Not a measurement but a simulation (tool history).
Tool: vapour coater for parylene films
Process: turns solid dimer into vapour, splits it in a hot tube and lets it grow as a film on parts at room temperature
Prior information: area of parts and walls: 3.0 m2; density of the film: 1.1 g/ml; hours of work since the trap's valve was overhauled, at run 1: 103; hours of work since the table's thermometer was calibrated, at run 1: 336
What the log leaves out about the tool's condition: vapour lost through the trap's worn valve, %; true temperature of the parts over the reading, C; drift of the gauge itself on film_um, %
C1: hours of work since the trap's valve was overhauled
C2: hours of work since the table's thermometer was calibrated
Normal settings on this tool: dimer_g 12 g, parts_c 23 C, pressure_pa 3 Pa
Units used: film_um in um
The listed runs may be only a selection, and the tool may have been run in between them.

{"run": 1, "hour": 0.0, "dimer_g": 12, "parts_c": 23, "pressure_pa": 3, "C1": 103, "C2": 336, "film_um": 2.49}
{"run": 2, "hour": 7.2, "dimer_g": 12, "parts_c": 23, "pressure_pa": 3, "C1": 107, "C2": 340, "film_um": 2.5}
{"run": 3, "hour": 21.7, "dimer_g": 12, "parts_c": 23, "pressure_pa": 3, "C1": 115, "C2": 348, "film_um": 2.49}
{"run": 4, "hour": 33.0, "dimer_g": 12, "parts_c": 23, "pressure_pa": 3, "C1": 122, "C2": 355, "film_um": 2.47}
{"run": 5, "hour": 45.6, "dimer_g": 12, "parts_c": 20, "pressure_pa": 3, "C1": 129, "C2": 362, "film_um": 2.75}
{"run": 6, "hour": 55.1, "dimer_g": 12, "parts_c": 20, "pressure_pa": 3, "C1": 134, "C2": 368, "film_um": 2.77}
{"run": 7, "hour": 69.8, "dimer_g": 12, "parts_c": 20, "pressure_pa": 3, "C1": 143, "C2": 376, "film_um": 2.76}
{"run": 8, "hour": 85.5, "dimer_g": 12, "parts_c": 20, "pressure_pa": 3, "C1": 152, "C2": 385, "film_um": 2.73}
{"run": 9, "hour": 97.4, "dimer_g": 12, "parts_c": 20, "pressure_pa": 3, "C1": 159, "C2": 392, "film_um": 2.74}
{"run": 10, "hour": 111.0, "dimer_g": 12, "parts_c": 20, "pressure_pa": 3, "C1": 166, "C2": 400, "film_um": 2.74}
{"run": 11, "hour": 119.5, "dimer_g": 12, "parts_c": 20, "pressure_pa": 3, "C1": 171, "C2": 404, "film_um": 2.74}
{"run": 12, "hour": 132.3, "dimer_g": 12, "parts_c": 23, "pressure_pa": 8.01, "C1": 179, "C2": 412, "film_um": 2.26}
{"run": 13, "hour": 146.2, "dimer_g": 12, "parts_c": 23, "pressure_pa": 8.01, "C1": 187, "C2": 420, "film_um": 2.27}
{"run": 14, "hour": 155.9, "dimer_g": 12, "parts_c": 23, "pressure_pa": 8.01, "C1": 192, "C2": 425, "film_um": 2.24}
{"run": 15, "hour": 164.6, "dimer_g": 12, "parts_c": 23, "pressure_pa": 8.01, "C1": 197, "C2": 430, "film_um": 2.26}
{"run": 16, "hour": 176.6, "dimer_g": 12, "parts_c": 23, "pressure_pa": 8.01, "C1": 204, "C2": 437, "film_um": 2.26}
{"run": 17, "hour": 187.0, "dimer_g": 12, "parts_c": 23, "pressure_pa": 8.01, "C1": 210, "C2": 443, "film_um": 2.26}
{"run": 18, "hour": 193.8, "dimer_g": 12, "parts_c": 23, "pressure_pa": 8.01, "C1": 214, "C2": 447, "film_um": 2.25}
{"hour": 199.2, "done": "trap's valve overhauled"}
{"run": 19, "hour": 207.9, "dimer_g": 12, "parts_c": 23, "pressure_pa": 8.01, "C1": 5, "C2": 453, "film_um": 2.21}
{"run": 20, "hour": 215.6, "dimer_g": 12, "parts_c": 20, "pressure_pa": 3, "C1": 9, "C2": 457, "film_um": 2.69}
{"run": 21, "hour": 227.5, "dimer_g": 12, "parts_c": 20, "pressure_pa": 3, "C1": 16, "C2": 464, "film_um": 2.65}
{"run": 22, "hour": 238.3, "dimer_g": 11, "parts_c": 23, "pressure_pa": 3, "C1": 22, "C2": 470, "film_um": 2.19}
{"run": 23, "hour": 252.4, "dimer_g": 11, "parts_c": 23, "pressure_pa": 3, "C1": 30, "C2": 478, "film_um": 2.2}
{"run": 24, "hour": 267.7, "dimer_g": 12, "parts_c": 18, "pressure_pa": 3, "C1": 39, "C2": 487, "film_um": 2.84}
{"run": 25, "hour": 279.6, "dimer_g": 11, "parts_c": 17, "pressure_pa": 5.13, "C1": 46, "C2": 494, "film_um": 2.6}
{"hour": 291.1, "done": "trap's valve overhauled, once more"}
{"run": 26, "hour": 300.1, "dimer_g": 5, "parts_c": 18, "pressure_pa": 5.13, "C1": 5, "C2": 503, "film_um": 1.2}
{"run": 27, "hour": 309.4, "dimer_g": 11, "parts_c": 25, "pressure_pa": 3, "C1": 11, "C2": 509, "film_um": 2.15}
{"run": 28, "hour": 325.6, "dimer_g": 12, "parts_c": 23, "pressure_pa": 2.67, "C1": 20, "C2": 518, "film_um": 2.55}
{"run": 29, "hour": 334.6, "dimer_g": 12, "parts_c": 23, "pressure_pa": 2.67, "C1": 25, "C2": 523, "film_um": 2.52}
{"run": 30, "hour": 350.7, "dimer_g": 12, "parts_c": 23, "pressure_pa": 2.67, "C1": 34, "C2": 532, "film_um": 2.56}
{"run": 31, "hour": 359.3, "dimer_g": 12, "parts_c": 23, "pressure_pa": 2.67, "C1": 39, "C2": 537, "film_um": 2.54}
{"run": 32, "hour": 367.9, "dimer_g": 14, "parts_c": 20, "pressure_pa": 3.96, "C1": 44, "C2": 542, "film_um": 3.19}
{"run": 33, "hour": 381.9, "dimer_g": 14, "parts_c": 20, "pressure_pa": 3.96, "C1": 52, "C2": 550, "film_um": 3.22}
{"run": 34, "hour": 393.4, "dimer_g": 12, "parts_c": 19, "pressure_pa": 7.12, "C1": 59, "C2": 557, "film_um": 2.71}
{"run": 35, "hour": 409.1, "dimer_g": 11, "parts_c": 19, "pressure_pa": 10.62, "C1": 68, "C2": 566, "film_um": 2.4}
{"run": 36, "hour": 424.2, "dimer_g": 13, "parts_c": 15, "pressure_pa": 3.22, "C1": 76, "C2": 574, "film_um": 3.56}
{"run": 37, "hour": 438.4, "dimer_g": 12, "parts_c": 17, "pressure_pa": 2.15, "C1": 84, "C2": 582, "film_um": 3.18}
{"run": 38, "hour": 450.7, "dimer_g": 13, "parts_c": 23, "pressure_pa": 10.16, "C1": 91, "C2": 589, "film_um": 2.44}
{"run": 39, "hour": 461.0, "dimer_g": 12, "parts_c": 27, "pressure_pa": 4.43, "C1": 97, "C2": 595, "film_um": 2.09}
{"run": 40, "hour": 470.9, "dimer_g": 10, "parts_c": 19, "pressure_pa": 7.58, "C1": 103, "C2": 601, "film_um": 2.23}
{"run": 41, "hour": 482.8, "dimer_g": 10, "parts_c": 19, "pressure_pa": 7.58, "C1": 110, "C2": 608, "film_um": 2.22}
{"run": 42, "hour": 493.3, "dimer_g": 12, "parts_c": 28, "pressure_pa": 3, "C1": 116, "C2": 614, "film_um": 2.05}
{"run": 43, "hour": 505.9, "dimer_g": 12, "parts_c": 28, "pressure_pa": 3, "C1": 123, "C2": 621, "film_um": 2.06}
{"run": 44, "hour": 515.2, "dimer_g": 7, "parts_c": 34, "pressure_pa": 4.56, "C1": 128, "C2": 626, "film_um": 0.94}
{"run": 45, "hour": 528.7, "dimer_g": 7, "parts_c": 34, "pressure_pa": 4.56, "C1": 136, "C2": 634, "film_um": 0.95}
{"run": 46, "hour": 539.4, "dimer_g": 8, "parts_c": 22, "pressure_pa": 2.83, "C1": 142, "C2": 640, "film_um": 1.71}
{"run": 47, "hour": 549.2, "dimer_g": 6, "parts_c": 15, "pressure_pa": 7.89, "C1": 148, "C2": 646, "film_um": 1.52}
{"run": 48, "hour": 565.4, "dimer_g": 11, "parts_c": 23, "pressure_pa": 3.7, "C1": 157, "C2": 655, "film_um": 2.21}

Below, some changes in film_um between adjacent runs. For each, the amount present without the hidden state too (settings, incoming material, random variation) and the amount remaining for the hidden state with gauge scatter not shared by both compared results:
Run 19 -> 20: parts_c 23 -> 20, pressure_pa 8.01 -> 3. film_um +0.48 um: hidden state -0.04, all else +0.52.
Run 23 -> 24: dimer_g 11 -> 12, parts_c 23 -> 18. film_um +0.64 um: hidden state -0.04, all else +0.68.
Run 25 -> 26: dimer_g 11 -> 5, parts_c 17 -> 18, trap's valve overhauled, once more. film_um -1.4 um: hidden state +0.18, all else -1.58.
Run 35 -> 36: dimer_g 11 -> 13, parts_c 19 -> 15, pressure_pa 10.62 -> 3.22. film_um +1.16 um: hidden state -0.04, all else +1.2.
Run 43 -> 44: dimer_g 12 -> 7, parts_c 28 -> 34, pressure_pa 3 -> 4.56. film_um -1.12 um: hidden state +0.04, all else -1.16.
